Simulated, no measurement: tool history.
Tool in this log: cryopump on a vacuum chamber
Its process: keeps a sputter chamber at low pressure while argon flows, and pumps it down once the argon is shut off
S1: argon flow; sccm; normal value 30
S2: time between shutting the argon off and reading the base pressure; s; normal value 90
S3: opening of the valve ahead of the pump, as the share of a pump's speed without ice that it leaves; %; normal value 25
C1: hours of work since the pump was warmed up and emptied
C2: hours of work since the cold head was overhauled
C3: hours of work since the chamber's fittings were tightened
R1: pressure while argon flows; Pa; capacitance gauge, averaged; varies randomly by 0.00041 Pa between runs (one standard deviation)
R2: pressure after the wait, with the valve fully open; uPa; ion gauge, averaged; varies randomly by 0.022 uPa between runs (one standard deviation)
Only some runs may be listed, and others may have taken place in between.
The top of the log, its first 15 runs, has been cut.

run	hour	S1	S2	S3	C1	C2	C3	R1	R2
16	182.8	30	35	25	142	571	1356	0.1154	2.73
17	196.0	30	35	25	153	582	1367	0.1155	2.72
18	208.6	30	133	18	163	593	1378	0.1602	0.96
19	218.2	20	38	45	171	601	1386	0.0438	2.49
20	230.1	52	90	51	181	611	1396	0.1007	1.32
21	240.2	22	293	31	190	619	1404	0.0684	0.60
22	255.5	27	58	19	203	632	1417	0.1372	1.80
23	269.2	27	58	19	214	643	1429	0.1362	1.77
24	279.3	27	58	19	223	652	1437	0.1369	1.79

What does the tool deliver on the next run?
25	292.1	27	58	19	233	663	1448	?	?

{"run 25": {"R1": 0.1375, "R2": 1.8}}
Take away the tool's hidden state, keep the run-to-run variation as it was, and the same run would have given R1 0.1354 Pa, R2 1.61 uPa.

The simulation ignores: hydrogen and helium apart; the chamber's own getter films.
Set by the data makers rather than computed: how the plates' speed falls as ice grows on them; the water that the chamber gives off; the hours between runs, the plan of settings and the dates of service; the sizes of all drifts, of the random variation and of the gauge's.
